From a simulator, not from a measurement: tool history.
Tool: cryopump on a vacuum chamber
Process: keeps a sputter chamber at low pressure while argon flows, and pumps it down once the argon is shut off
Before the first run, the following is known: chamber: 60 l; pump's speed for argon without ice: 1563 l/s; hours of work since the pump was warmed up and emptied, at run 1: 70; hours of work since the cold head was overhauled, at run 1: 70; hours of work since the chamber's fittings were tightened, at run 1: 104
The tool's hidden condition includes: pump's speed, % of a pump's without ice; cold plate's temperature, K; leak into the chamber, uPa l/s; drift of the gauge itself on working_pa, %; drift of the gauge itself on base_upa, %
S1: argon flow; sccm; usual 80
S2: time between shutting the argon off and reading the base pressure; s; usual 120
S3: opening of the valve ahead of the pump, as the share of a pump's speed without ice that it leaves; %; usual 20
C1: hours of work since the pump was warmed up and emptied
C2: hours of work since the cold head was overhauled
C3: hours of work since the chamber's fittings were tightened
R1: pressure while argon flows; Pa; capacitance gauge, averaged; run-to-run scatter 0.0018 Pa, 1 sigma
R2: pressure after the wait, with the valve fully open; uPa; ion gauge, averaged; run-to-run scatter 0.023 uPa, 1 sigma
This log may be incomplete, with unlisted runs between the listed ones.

run	hour	S1	S2	S3	C1	C2	C3	R1	R2
1	0.0	80	120	20	70	70	104	0.4380	0.97
2	42.2	71	120	20	89	89	124	0.3917	0.98
3	105.1	71	120	20	118	118	153	0.3927	1.09
4	153.6	71	120	20	141	141	176	0.3961	1.19
5	228.0	71	120	20	176	176	210	0.3978	1.29
6	273.8	71	120	20	197	197	232	0.3983	1.38
7	334.4	71	120	20	225	225	260	0.3986	1.44
8	377.4	71	120	20	245	245	280	0.4030	1.53
9	417.2	71	120	20	264	264	298	0.4038	1.60
10	449.9	101	120	20	279	279	313	0.5805	1.70
11	508.4	101	120	20	306	306	341	0.5826	1.77
12	583.6	80	128	20	341	341	376	0.4666	1.92
# hour 597.3: pump warmed up, emptied and cooled again
13	654.9	80	128	20	27	372	407	0.4380	1.62
14	735.3	32	120	20	64	409	444	0.1740	1.72
15	774.1	32	120	20	82	427	462	0.1748	1.80
16	844.4	89	120	20	115	460	495	0.4931	1.93
17	900.8	89	120	20	141	486	521	0.4908	2.05
18	952.8	98	20	48	165	511	545	0.2388	4.85
19	1012.9	107	120	49	193	538	573	0.2582	2.20
20	1061.1	107	153	49	216	561	595	0.2596	2.18
21	1140.9	77	102	36	253	598	633	0.2523	2.52
22	1189.1	77	102	36	275	620	655	0.2559	2.72
23	1236.5	77	102	36	297	642	677	0.2573	2.86
24	1269.6	156	102	22	313	658	692	0.8272	2.94
25	1312.4	87	76	40	333	678	712	0.2703	3.20
# hour 1348.1: pump warmed up, emptied and cooled again
26	1385.2	40	120	24	17	709	744	0.1811	2.42
27	1420.2	80	146	20	34	726	760	0.4352	2.34
28	1455.0	80	146	20	50	742	776	0.4408	2.39
29	1525.8	38	199	20	83	775	809	0.2102	2.45
30	1570.1	78	50	35	103	795	830	0.2495	3.54
31	1625.3	59	263	35	129	821	856	0.1909	2.54
32	1705.5	49	93	23	166	858	893	0.2419	3.23
33	1781.3	82	120	23	202	894	928	0.4086	3.31

Below are 5 alternative next runs, each starting from the tool's condition after run 33. Predict each:
A	1829.2	112	120	17	224	916	950	?	?
B	1829.2	37	25	20	224	916	950	?	?
C	1829.2	80	120	59	224	916	950	?	?
D	1829.2	80	120	32	224	916	950	?	?
E	1829.2	33	31	26	224	916	950	?	?

run	R1	R2
A	0.7448	3.34
B	0.2111	5.42
C	0.1657	3.32
D	0.2909	3.36
E	0.1459	4.67
The same runs, with their run-to-run variation unchanged, on a tool lacking any hidden condition would have given:
run	R1	R2
A	0.7158	0.71
B	0.2016	2.75
C	0.1452	0.70
D	0.2703	0.72
E	0.1374	2.14

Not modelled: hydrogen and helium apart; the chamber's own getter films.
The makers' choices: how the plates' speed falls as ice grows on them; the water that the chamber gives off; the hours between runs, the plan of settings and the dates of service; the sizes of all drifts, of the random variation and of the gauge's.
